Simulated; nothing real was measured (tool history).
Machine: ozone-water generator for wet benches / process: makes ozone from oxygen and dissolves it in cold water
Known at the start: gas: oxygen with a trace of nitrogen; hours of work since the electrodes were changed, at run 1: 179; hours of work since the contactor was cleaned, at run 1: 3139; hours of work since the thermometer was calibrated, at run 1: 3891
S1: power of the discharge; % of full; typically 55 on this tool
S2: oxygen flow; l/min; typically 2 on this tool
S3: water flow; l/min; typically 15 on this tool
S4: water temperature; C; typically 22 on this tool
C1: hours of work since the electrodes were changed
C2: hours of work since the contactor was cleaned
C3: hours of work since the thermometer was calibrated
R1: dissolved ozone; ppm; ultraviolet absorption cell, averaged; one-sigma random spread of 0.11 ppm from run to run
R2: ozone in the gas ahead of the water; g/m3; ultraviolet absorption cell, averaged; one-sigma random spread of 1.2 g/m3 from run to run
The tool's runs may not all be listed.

run	day	S1	S2	S3	S4	C1	C2	C3	R1	R2
1	0	55	2	15	22	179	3139	3891	11.2	218.1
2	0.775	55	2	15	22	196	3156	3908	11.3	219
3	1.629	55	2	15	17	215	3175	3927	11.9	220.7
4	2.4	55	2	24	22	232	3192	3944	6.5	219.4
5	3.788	55	2	24	22	263	3223	3975	6.4	220
6	4.746	55	2	24	22	284	3244	3996	6.3	219.1
7	6.021	55	2	24	22	312	3272	4024	6.2	219.9
8	7.183	55	2	24	22	338	3298	4050	6.5	217
9	7.958	55	2	24	22	355	3315	4067	6.4	217.4
10	8.596	55	2	24	22	369	3329	4081	6.3	220.8
11	9.967	55	2	15	22	400	3360	4112	11.2	219.1
12	11.017	55	2	15	22	423	3383	4135	11.3	216.5
13	11.971	55	2	15	22	444	3404	4156	11.3	219.1
14	12.883	55	2	15	22	464	3424	4177	11.2	220.1
15	13.95	55	2	15	22	488	3448	4200	11.3	217.8
16	14.6	55	2	15	22	502	3462	4215	11.2	216.6
17	15.283	55	2	15	22	518	3477	4230	11.4	219.5
18	16.45	53	2	15	25	544	3503	4256	10.5	212.1
# day 16.725: contactor cleaned
19	17.838	99	2	19	22	571	25	4283	12.6	340.2
20	18.667	73	1.37	12	18	589	43	4301	17.5	343.5
21	19.854	55	1.79	15	24	615	69	4327	10.5	235.3
# day 20.1: contactor cleaned, once more
22	21.25	55	2	12	23	642	25	4354	14.8	216.9
23	21.933	55	2	15	27	658	41	4370	11.1	218.6
24	23.312	81	2.96	11	27	688	71	4400	19.7	232.1
25	23.996	86	2.17	15	17	703	86	4415	17.5	291.3

Predict the results of run 26:
26	24.596	86	2.17	15	17	717	100	4429	?	?

Run 26 produced R1 17.6 ppm, R2 288.1 g/m3.
The same run, on a tool lacking any hidden state, would have yielded R1 18.1 ppm, R2 295.1 g/m3.
